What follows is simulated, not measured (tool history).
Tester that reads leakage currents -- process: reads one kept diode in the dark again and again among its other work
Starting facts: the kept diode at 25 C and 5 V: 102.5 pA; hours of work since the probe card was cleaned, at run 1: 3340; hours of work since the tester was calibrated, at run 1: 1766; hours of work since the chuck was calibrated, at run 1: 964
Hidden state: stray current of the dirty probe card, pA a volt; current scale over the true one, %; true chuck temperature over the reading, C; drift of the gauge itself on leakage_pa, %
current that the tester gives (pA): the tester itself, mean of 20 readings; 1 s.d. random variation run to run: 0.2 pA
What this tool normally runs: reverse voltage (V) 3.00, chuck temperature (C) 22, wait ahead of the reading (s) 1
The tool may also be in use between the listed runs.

run,hour,reverse voltage (V),chuck temperature (C),wait ahead of the reading (s),hours of work since the probe card was cleaned,hours of work since the tester was calibrated,hours of work since the chuck was calibrated,current that the tester gives (pA)
1,0.0,3.00,22,1,3340,1766,964,77.02
2,71.1,3.00,22,1,3373,1799,997,77.07
3,174.0,6.65,22,1,3421,1846,1044,116.71
4,245.0,6.65,22,1,3454,1879,1077,117.36
5,294.9,3.00,22,1,3477,1902,1101,76.89
6,348.2,3.00,22,1,3501,1927,1125,77.53
7,393.3,3.00,21,1,3522,1948,1146,72.65
8,439.0,3.00,21,1,3544,1969,1167,72.91
9,513.9,3.00,22,1,3578,2004,1202,78.00
10,562.1,3.00,22,1,3601,2026,1224,78.30
11,664.0,3.00,22,1,3648,2074,1272,78.28
12,723.8,3.00,22,1,3676,2101,1299,78.62
13,819.6,3.00,22,1,3720,2146,1344,78.51

For run 14, what comes out?
# hour 834.9: probe card cleaned and baked
14,914.6,3.00,22,1,37,2188,1387,?

Run 14 gave current that the tester gives (pA) 69.62.
If the tool had no hidden condition, the same run with the same run-to-run variation would have returned current that the tester gives (pA) 65.47.
